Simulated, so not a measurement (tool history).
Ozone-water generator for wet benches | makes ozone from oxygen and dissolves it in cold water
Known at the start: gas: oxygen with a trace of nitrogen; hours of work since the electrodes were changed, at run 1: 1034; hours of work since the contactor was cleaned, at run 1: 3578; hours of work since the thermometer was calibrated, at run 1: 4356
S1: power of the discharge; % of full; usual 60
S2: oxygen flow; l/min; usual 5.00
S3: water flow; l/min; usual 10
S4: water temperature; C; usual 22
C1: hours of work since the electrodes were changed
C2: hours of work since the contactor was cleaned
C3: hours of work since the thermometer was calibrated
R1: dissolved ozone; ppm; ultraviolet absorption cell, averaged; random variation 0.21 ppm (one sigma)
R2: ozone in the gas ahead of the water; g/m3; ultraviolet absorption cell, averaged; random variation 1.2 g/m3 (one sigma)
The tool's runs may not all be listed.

{"run": 1, "hour": 0.0, "S1": 60, "S2": 5.0, "S3": 10, "S4": 22, "C1": 1034, "C2": 3578, "C3": 4356, "R1": 27.5, "R2": 203.9}
{"run": 2, "hour": 64.3, "S1": 60, "S2": 5.0, "S3": 10, "S4": 22, "C1": 1087, "C2": 3632, "C3": 4409, "R1": 27.4, "R2": 204.1}
{"run": 3, "hour": 110.2, "S1": 60, "S2": 5.0, "S3": 10, "S4": 22, "C1": 1125, "C2": 3670, "C3": 4447, "R1": 27.0, "R2": 202.2}
{"run": 4, "hour": 150.8, "S1": 60, "S2": 5.0, "S3": 13, "S4": 22, "C1": 1159, "C2": 3703, "C3": 4481, "R1": 22.3, "R2": 204.8}
{"run": 5, "hour": 234.5, "S1": 60, "S2": 5.0, "S3": 13, "S4": 22, "C1": 1228, "C2": 3773, "C3": 4550, "R1": 22.0, "R2": 203.5}
{"run": 6, "hour": 303.2, "S1": 60, "S2": 5.0, "S3": 13, "S4": 22, "C1": 1285, "C2": 3829, "C3": 4607, "R1": 22.3, "R2": 202.1}
{"run": 7, "hour": 348.8, "S1": 60, "S2": 5.0, "S3": 10, "S4": 22, "C1": 1323, "C2": 3867, "C3": 4645, "R1": 27.1, "R2": 201.0}
{"run": 8, "hour": 389.5, "S1": 60, "S2": 5.0, "S3": 10, "S4": 22, "C1": 1357, "C2": 3901, "C3": 4678, "R1": 26.9, "R2": 201.5}
{"run": 9, "hour": 464.4, "S1": 60, "S2": 5.0, "S3": 10, "S4": 22, "C1": 1419, "C2": 3963, "C3": 4740, "R1": 26.9, "R2": 201.0}
{"run": 10, "hour": 519.5, "S1": 60, "S2": 5.72, "S3": 10, "S4": 22, "C1": 1464, "C2": 4008, "C3": 4786, "R1": 25.9, "R2": 183.6}
{"run": 11, "hour": 579.0, "S1": 60, "S2": 5.72, "S3": 10, "S4": 22, "C1": 1514, "C2": 4058, "C3": 4835, "R1": 25.7, "R2": 183.3}
{"hour": 585.1, "done": "water thermometer calibrated"}
{"run": 12, "hour": 622.9, "S1": 60, "S2": 5.0, "S3": 10, "S4": 16, "C1": 1549, "C2": 4094, "C3": 31, "R1": 29.9, "R2": 199.3}
{"run": 13, "hour": 696.4, "S1": 60, "S2": 5.0, "S3": 10, "S4": 16, "C1": 1610, "C2": 4155, "C3": 92, "R1": 30.0, "R2": 199.2}
{"run": 14, "hour": 742.7, "S1": 40, "S2": 5.0, "S3": 10, "S4": 16, "C1": 1649, "C2": 4193, "C3": 131, "R1": 23.4, "R2": 156.6}
{"run": 15, "hour": 818.3, "S1": 40, "S2": 5.0, "S3": 10, "S4": 16, "C1": 1711, "C2": 4255, "C3": 193, "R1": 23.4, "R2": 156.7}
{"run": 16, "hour": 866.8, "S1": 86, "S2": 4.81, "S3": 7, "S4": 19, "C1": 1751, "C2": 4296, "C3": 233, "R1": 44.3, "R2": 252.1}
{"run": 17, "hour": 946.1, "S1": 60, "S2": 5.0, "S3": 6, "S4": 26, "C1": 1817, "C2": 4361, "C3": 299, "R1": 32.5, "R2": 198.0}
{"run": 18, "hour": 980.7, "S1": 60, "S2": 5.0, "S3": 6, "S4": 26, "C1": 1846, "C2": 4390, "C3": 328, "R1": 32.5, "R2": 199.6}
{"hour": 1026.1, "done": "water thermometer calibrated, once more"}
{"run": 19, "hour": 1038.7, "S1": 68, "S2": 5.0, "S3": 10, "S4": 28, "C1": 1893, "C2": 4437, "C3": 10, "R1": 24.8, "R2": 210.8}
{"run": 20, "hour": 1105.6, "S1": 66, "S2": 3.57, "S3": 9, "S4": 26, "C1": 1949, "C2": 4493, "C3": 66, "R1": 30.9, "R2": 259.2}
{"run": 21, "hour": 1188.6, "S1": 44, "S2": 4.93, "S3": 10, "S4": 16, "C1": 2017, "C2": 4562, "C3": 135, "R1": 25.0, "R2": 166.7}
{"run": 22, "hour": 1263.7, "S1": 70, "S2": 4.93, "S3": 10, "S4": 15, "C1": 2080, "C2": 4624, "C3": 197, "R1": 32.8, "R2": 216.0}
{"run": 23, "hour": 1298.7, "S1": 70, "S2": 4.93, "S3": 10, "S4": 15, "C1": 2109, "C2": 4653, "C3": 226, "R1": 33.0, "R2": 218.0}
{"run": 24, "hour": 1376.9, "S1": 50, "S2": 5.0, "S3": 9, "S4": 22, "C1": 2173, "C2": 4717, "C3": 290, "R1": 25.3, "R2": 175.2}
{"run": 25, "hour": 1446.5, "S1": 46, "S2": 3.64, "S3": 6, "S4": 17, "C1": 2231, "C2": 4775, "C3": 348, "R1": 38.8, "R2": 210.0}
{"run": 26, "hour": 1514.9, "S1": 74, "S2": 5.0, "S3": 10, "S4": 15, "C1": 2288, "C2": 4832, "C3": 405, "R1": 33.5, "R2": 218.0}
{"run": 27, "hour": 1592.8, "S1": 60, "S2": 5.41, "S3": 13, "S4": 22, "C1": 2352, "C2": 4896, "C3": 469, "R1": 20.1, "R2": 182.5}
{"run": 28, "hour": 1629.7, "S1": 75, "S2": 5.0, "S3": 11, "S4": 24, "C1": 2383, "C2": 4927, "C3": 500, "R1": 26.4, "R2": 218.8}
{"run": 29, "hour": 1693.9, "S1": 75, "S2": 5.0, "S3": 11, "S4": 24, "C1": 2436, "C2": 4980, "C3": 553, "R1": 25.7, "R2": 219.8}

How the hidden state differs across the entries between the runs, from the last listed run before each to the first after it:
Between runs 11 and 12: water thermometer calibrated (hour 585.1)
  yield of the discharge, % of new electrodes': 93.1 -> 93; contactor's efficiency, % of a clean one's: 87.1 -> 87; true water temperature over the reading, C: 0.53 -> 0.83
  measured less the result without the state, R1: -3.7 -> -4.5 ppm; R2: -12.3 -> -13.6 g/m3
Between runs 18 and 19: water thermometer calibrated, once more (hour 1026.1)
  yield of the discharge, % of new electrodes': 91.8 -> 91.6; contactor's efficiency, % of a clean one's: 86.1 -> 85.9; true water temperature over the reading, C: 0.86 -> 0.04
  measured less the result without the state, R1: -4.9 -> -4.2 ppm; R2: -16.3 -> -19.1 g/m3
